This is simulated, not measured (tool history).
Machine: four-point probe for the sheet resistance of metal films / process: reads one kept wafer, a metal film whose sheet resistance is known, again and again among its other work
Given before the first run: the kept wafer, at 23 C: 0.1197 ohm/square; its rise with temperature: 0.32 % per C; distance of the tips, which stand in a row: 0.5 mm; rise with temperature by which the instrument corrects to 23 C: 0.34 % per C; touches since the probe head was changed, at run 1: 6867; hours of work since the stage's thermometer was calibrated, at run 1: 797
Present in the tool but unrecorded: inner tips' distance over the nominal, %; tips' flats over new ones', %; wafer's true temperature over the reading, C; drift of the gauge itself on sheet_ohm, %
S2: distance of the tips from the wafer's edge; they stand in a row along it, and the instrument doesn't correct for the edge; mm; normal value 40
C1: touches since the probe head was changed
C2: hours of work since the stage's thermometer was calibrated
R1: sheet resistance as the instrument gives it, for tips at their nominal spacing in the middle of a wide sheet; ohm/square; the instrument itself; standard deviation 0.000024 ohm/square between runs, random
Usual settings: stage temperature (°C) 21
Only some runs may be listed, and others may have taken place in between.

{"run": 1, "day": 0.0, "stage temperature (°C)": 21, "S2": 40, "C1": 6867, "C2": 797, "R1": 0.119784}
{"run": 2, "day": 0.608, "stage temperature (°C)": 21, "S2": 40, "C1": 7195, "C2": 805, "R1": 0.119724}
{"run": 3, "day": 1.104, "stage temperature (°C)": 21, "S2": 52, "C1": 7463, "C2": 810, "R1": 0.119754}
{"run": 4, "day": 1.788, "stage temperature (°C)": 21, "S2": 6, "C1": 7834, "C2": 819, "R1": 0.120195}
{"run": 5, "day": 2.308, "stage temperature (°C)": 21, "S2": 6, "C1": 8114, "C2": 825, "R1": 0.120193}
{"run": 6, "day": 2.958, "stage temperature (°C)": 21, "S2": 40, "C1": 8467, "C2": 832, "R1": 0.119765}
{"run": 7, "day": 3.379, "stage temperature (°C)": 21, "S2": 40, "C1": 8693, "C2": 837, "R1": 0.119749}
{"run": 8, "day": 4.171, "stage temperature (°C)": 21, "S2": 40, "C1": 9120, "C2": 847, "R1": 0.119792}
{"run": 9, "day": 4.667, "stage temperature (°C)": 19, "S2": 40, "C1": 9389, "C2": 853, "R1": 0.119823}
{"run": 10, "day": 5.138, "stage temperature (°C)": 19, "S2": 40, "C1": 9643, "C2": 858, "R1": 0.119818}
{"run": 11, "day": 6.067, "stage temperature (°C)": 19, "S2": 40, "C1": 10145, "C2": 869, "R1": 0.119779}
{"run": 12, "day": 6.662, "stage temperature (°C)": 19, "S2": 40, "C1": 10469, "C2": 876, "R1": 0.119794}
{"run": 13, "day": 7.417, "stage temperature (°C)": 19, "S2": 40, "C1": 10876, "C2": 885, "R1": 0.11976}
{"run": 14, "day": 8.392, "stage temperature (°C)": 21, "S2": 8, "C1": 11403, "C2": 897, "R1": 0.11997}
{"run": 15, "day": 9.329, "stage temperature (°C)": 21, "S2": 8, "C1": 11911, "C2": 908, "R1": 0.120018}
{"run": 16, "day": 9.904, "stage temperature (°C)": 21, "S2": 8, "C1": 12220, "C2": 915, "R1": 0.119953}
{"run": 17, "day": 10.588, "stage temperature (°C)": 21, "S2": 8, "C1": 12591, "C2": 923, "R1": 0.119994}
{"run": 18, "day": 11.212, "stage temperature (°C)": 21, "S2": 57, "C1": 12927, "C2": 930, "R1": 0.119735}
{"run": 19, "day": 11.842, "stage temperature (°C)": 21, "S2": 18, "C1": 13268, "C2": 937, "R1": 0.119822}
{"run": 20, "day": 12.292, "stage temperature (°C)": 34, "S2": 40, "C1": 13512, "C2": 943, "R1": 0.119511}
{"run": 21, "day": 12.733, "stage temperature (°C)": 34, "S2": 5, "C1": 13751, "C2": 948, "R1": 0.120168}
{"run": 22, "day": 13.529, "stage temperature (°C)": 34, "S2": 5, "C1": 14181, "C2": 957, "R1": 0.120188}
{"run": 23, "day": 14.325, "stage temperature (°C)": 34, "S2": 5, "C1": 14611, "C2": 967, "R1": 0.120171}
{"run": 24, "day": 14.833, "stage temperature (°C)": 18, "S2": 31, "C1": 14885, "C2": 973, "R1": 0.119793}
{"run": 25, "day": 15.804, "stage temperature (°C)": 30, "S2": 40, "C1": 15411, "C2": 984, "R1": 0.119594}
{"run": 26, "day": 16.612, "stage temperature (°C)": 18, "S2": 9, "C1": 15848, "C2": 994, "R1": 0.119995}
{"run": 27, "day": 17.567, "stage temperature (°C)": 18, "S2": 9, "C1": 16364, "C2": 1005, "R1": 0.120064}
{"run": 28, "day": 18.442, "stage temperature (°C)": 18, "S2": 9, "C1": 16836, "C2": 1016, "R1": 0.119978}
{"run": 29, "day": 19.258, "stage temperature (°C)": 18, "S2": 9, "C1": 17279, "C2": 1025, "R1": 0.119985}
{"run": 30, "day": 20.062, "stage temperature (°C)": 25, "S2": 6, "C1": 17711, "C2": 1035, "R1": 0.12012}
{"run": 31, "day": 20.721, "stage temperature (°C)": 25, "S2": 6, "C1": 18069, "C2": 1043, "R1": 0.120141}
{"run": 32, "day": 21.396, "stage temperature (°C)": 20, "S2": 40, "C1": 18433, "C2": 1050, "R1": 0.119791}
{"run": 33, "day": 21.875, "stage temperature (°C)": 32, "S2": 12, "C1": 18693, "C2": 1056, "R1": 0.119623}
{"run": 34, "day": 22.696, "stage temperature (°C)": 32, "S2": 12, "C1": 19136, "C2": 1066, "R1": 0.11964}
{"run": 35, "day": 23.296, "stage temperature (°C)": 25, "S2": 35, "C1": 19461, "C2": 1073, "R1": 0.119689}
{"run": 36, "day": 24.117, "stage temperature (°C)": 22, "S2": 38, "C1": 19905, "C2": 1083, "R1": 0.119741}
{"run": 37, "day": 24.525, "stage temperature (°C)": 26, "S2": 52, "C1": 20125, "C2": 1087, "R1": 0.119674}
{"run": 38, "day": 25.192, "stage temperature (°C)": 26, "S2": 17, "C1": 20486, "C2": 1095, "R1": 0.119718}
{"run": 39, "day": 26.05, "stage temperature (°C)": 30, "S2": 33, "C1": 20948, "C2": 1106, "R1": 0.11958}
{"run": 40, "day": 26.667, "stage temperature (°C)": 28, "S2": 40, "C1": 21283, "C2": 1113, "R1": 0.119618}
{"run": 41, "day": 27.575, "stage temperature (°C)": 28, "S2": 40, "C1": 21773, "C2": 1124, "R1": 0.119579}
{"run": 42, "day": 28.188, "stage temperature (°C)": 28, "S2": 40, "C1": 22105, "C2": 1131, "R1": 0.119648}
{"run": 43, "day": 28.904, "stage temperature (°C)": 28, "S2": 40, "C1": 22491, "C2": 1139, "R1": 0.119636}
{"run": 44, "day": 29.338, "stage temperature (°C)": 22, "S2": 39, "C1": 22726, "C2": 1144, "R1": 0.1197}
{"run": 45, "day": 29.821, "stage temperature (°C)": 23, "S2": 4, "C1": 22988, "C2": 1150, "R1": 0.120675}
{"run": 46, "day": 30.729, "stage temperature (°C)": 23, "S2": 19, "C1": 23478, "C2": 1161, "R1": 0.119769}

3 ways to go on from here, each from the tool as it stands after run 46. What would each give?
{"run": "A", "day": 31.2, "stage temperature (°C)": 30, "S2": 40, "C1": 23733, "C2": 1166, "R1": "?"}
{"run": "B", "day": 31.2, "stage temperature (°C)": 21, "S2": 13, "C1": 23733, "C2": 1166, "R1": "?"}
{"run": "C", "day": 31.2, "stage temperature (°C)": 30, "S2": 7, "C1": 23733, "C2": 1166, "R1": "?"}

run=A R1=0.119599
run=B R1=0.119875
run=C R1=0.11997
With no hidden state in the tool, these same runs would have given:
run=A R1=0.119591
run=B R1=0.119868
run=C R1=0.119962
